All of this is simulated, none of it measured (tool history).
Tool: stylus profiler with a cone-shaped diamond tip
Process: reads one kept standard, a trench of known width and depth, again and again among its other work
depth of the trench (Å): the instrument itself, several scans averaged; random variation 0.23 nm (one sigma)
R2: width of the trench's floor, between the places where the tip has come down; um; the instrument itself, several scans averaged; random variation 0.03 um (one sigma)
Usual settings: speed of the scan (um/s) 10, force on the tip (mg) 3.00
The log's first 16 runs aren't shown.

{"run": 17, "hour": 227.4, "speed of the scan (um/s)": 17, "force on the tip (mg)": 5.34, "depth of the trench (Å)": 10163.2, "R2": 45.61}
{"run": 18, "hour": 237.8, "speed of the scan (um/s)": 17, "force on the tip (mg)": 5.34, "depth of the trench (Å)": 10166.2, "R2": 45.57}
{"run": 19, "hour": 256.1, "speed of the scan (um/s)": 28, "force on the tip (mg)": 5.32, "depth of the trench (Å)": 10166.4, "R2": 45.57}
{"run": 20, "hour": 274.4, "speed of the scan (um/s)": 12, "force on the tip (mg)": 4.76, "depth of the trench (Å)": 10156.2, "R2": 45.56}
{"run": 21, "hour": 292.8, "speed of the scan (um/s)": 4, "force on the tip (mg)": 8.37, "depth of the trench (Å)": 10229.2, "R2": 45.73}
{"run": 22, "hour": 311.1, "speed of the scan (um/s)": 33, "force on the tip (mg)": 3.36, "depth of the trench (Å)": 10123.6, "R2": 45.46}
{"run": 23, "hour": 325.9, "speed of the scan (um/s)": 20, "force on the tip (mg)": 5.74, "depth of the trench (Å)": 10172.5, "R2": 45.57}
{"run": 24, "hour": 344.0, "speed of the scan (um/s)": 4, "force on the tip (mg)": 3.11, "depth of the trench (Å)": 10114.9, "R2": 45.61}
{"run": 25, "hour": 362.3, "speed of the scan (um/s)": 10, "force on the tip (mg)": 7.51, "depth of the trench (Å)": 10209.6, "R2": 45.57}
{"run": 26, "hour": 372.2, "speed of the scan (um/s)": 10, "force on the tip (mg)": 7.51, "depth of the trench (Å)": 10211.0, "R2": 45.56}
{"run": 27, "hour": 380.0, "speed of the scan (um/s)": 10, "force on the tip (mg)": 7.51, "depth of the trench (Å)": 10210.9, "R2": 45.53}
{"run": 28, "hour": 388.4, "speed of the scan (um/s)": 6, "force on the tip (mg)": 1.03, "depth of the trench (Å)": 10050.3, "R2": 45.58}
{"run": 29, "hour": 404.3, "speed of the scan (um/s)": 6, "force on the tip (mg)": 1.03, "depth of the trench (Å)": 10053.3, "R2": 45.53}
{"run": 30, "hour": 418.0, "speed of the scan (um/s)": 18, "force on the tip (mg)": 5.12, "depth of the trench (Å)": 10164.4, "R2": 45.52}
{"run": 31, "hour": 431.1, "speed of the scan (um/s)": 39, "force on the tip (mg)": 1.67, "depth of the trench (Å)": 10076.0, "R2": 45.28}

Forecast each of these 3 alternatives for the next run:
{"run": "A", "hour": 441.2, "speed of the scan (um/s)": 10, "force on the tip (mg)": 7.13, "depth of the trench (Å)": "?", "R2": "?"}
{"run": "B", "hour": 441.2, "speed of the scan (um/s)": 39, "force on the tip (mg)": 1.2, "depth of the trench (Å)": "?", "R2": "?"}
{"run": "C", "hour": 441.2, "speed of the scan (um/s)": 9, "force on the tip (mg)": 3.0, "depth of the trench (Å)": "?", "R2": "?"}

run=A depth_of_the_trench_(Å)=10199.1 R2=45.57
run=B depth_of_the_trench_(Å)=10052.9 R2=45.22
run=C depth_of_the_trench_(Å)=10105.9 R2=45.52
Without the tool's hidden state the same runs would have given:
run=A depth_of_the_trench_(Å)=10206.0 R2=45.98
run=B depth_of_the_trench_(Å)=10059.7 R2=45.63
run=C depth_of_the_trench_(Å)=10112.8 R2=45.93

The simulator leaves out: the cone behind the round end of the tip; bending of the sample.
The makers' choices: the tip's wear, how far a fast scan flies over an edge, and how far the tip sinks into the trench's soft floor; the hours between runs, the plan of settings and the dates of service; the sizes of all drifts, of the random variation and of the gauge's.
